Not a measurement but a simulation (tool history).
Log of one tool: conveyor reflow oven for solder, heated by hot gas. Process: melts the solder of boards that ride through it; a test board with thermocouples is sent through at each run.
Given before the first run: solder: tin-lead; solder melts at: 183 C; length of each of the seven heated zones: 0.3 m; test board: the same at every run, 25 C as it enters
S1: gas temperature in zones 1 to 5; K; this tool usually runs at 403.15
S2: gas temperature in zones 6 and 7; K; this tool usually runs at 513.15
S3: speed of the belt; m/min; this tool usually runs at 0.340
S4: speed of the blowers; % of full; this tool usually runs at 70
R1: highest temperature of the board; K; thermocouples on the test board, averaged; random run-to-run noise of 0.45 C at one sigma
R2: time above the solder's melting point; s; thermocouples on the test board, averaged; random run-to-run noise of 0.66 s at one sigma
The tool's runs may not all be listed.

Run 1, hour 0.0: usual settings. Result: R1 487.15 K, R2 72.2 s.
Run 2, hour 25.6: usual settings. Result: R1 486.75 K, R2 70.8 s.
Run 3, hour 46.6: usual settings but S1 411.15 K. Result: R1 488.45 K, R2 76.1 s.
Run 4, hour 90.5: usual settings. Result: R1 487.05 K, R2 71.9 s.
Run 5, hour 121.8: usual settings. Result: R1 486.55 K, R2 69.6 s.
Run 6, hour 143.8: usual settings. Result: R1 485.75 K, R2 69.5 s.
Run 7, hour 163.5: usual settings. Result: R1 485.95 K, R2 70.1 s.
Run 8, hour 194.8: usual settings but S1 405.15 K, S3 0.398 m/min, S4 52 % of full. Result: R1 472.85 K, R2 36.8 s.
At hour 222.1: flux residue cleaned out of gas plates and filters.
Run 9, hour 226.4: usual settings but S1 402.15 K, S2 516.15 K, S4 69 % of full. Result: R1 489.95 K, R2 74.7 s.
Run 10, hour 270.3: usual settings but S1 402.15 K, S2 516.15 K, S3 0.344 m/min, S4 69 % of full. Result: R1 489.15 K, R2 72.9 s.
Run 11, hour 308.8: usual settings but S1 402.15 K, S2 516.15 K, S3 0.344 m/min, S4 69 % of full. Result: R1 488.65 K, R2 72.5 s.
At hour 355.5: belt drive overhauled, speed set with a stopwatch.
Run 12, hour 355.7: usual settings but S1 402.15 K, S2 516.15 K, S3 0.344 m/min, S4 69 % of full. Result: R1 487.65 K, R2 69.5 s.
Run 13, hour 376.2: usual settings but S2 520.15 K, S4 73 % of full. Result: R1 493.05 K, R2 77.0 s.

How would selected steps in R1 from run to run divide? Give the signed amount a tool lacking its hidden state would still show from settings, what came in and random variation, and the signed amount left for the hidden state, including any gauge scatter that is not in both of the compared results.
Hidden conditions of the tool in this case: heat that the gas passes to the board, % of a clean oven's; belt's true speed, % of the reading; true gas temperature in zones 6 and 7 over the reading, C; drift of the gauge itself on peak_c, C; drift of the gauge itself on liquid_s, %.
Run 8 -> 9: S1 405.15 -> 402.15, S2 513.15 -> 516.15, S3 0.398 -> 0.340, S4 52 -> 69, flux residue cleaned out of gas plates and filters. R1 +17.10 K: hidden state +1.70, all else +15.40.

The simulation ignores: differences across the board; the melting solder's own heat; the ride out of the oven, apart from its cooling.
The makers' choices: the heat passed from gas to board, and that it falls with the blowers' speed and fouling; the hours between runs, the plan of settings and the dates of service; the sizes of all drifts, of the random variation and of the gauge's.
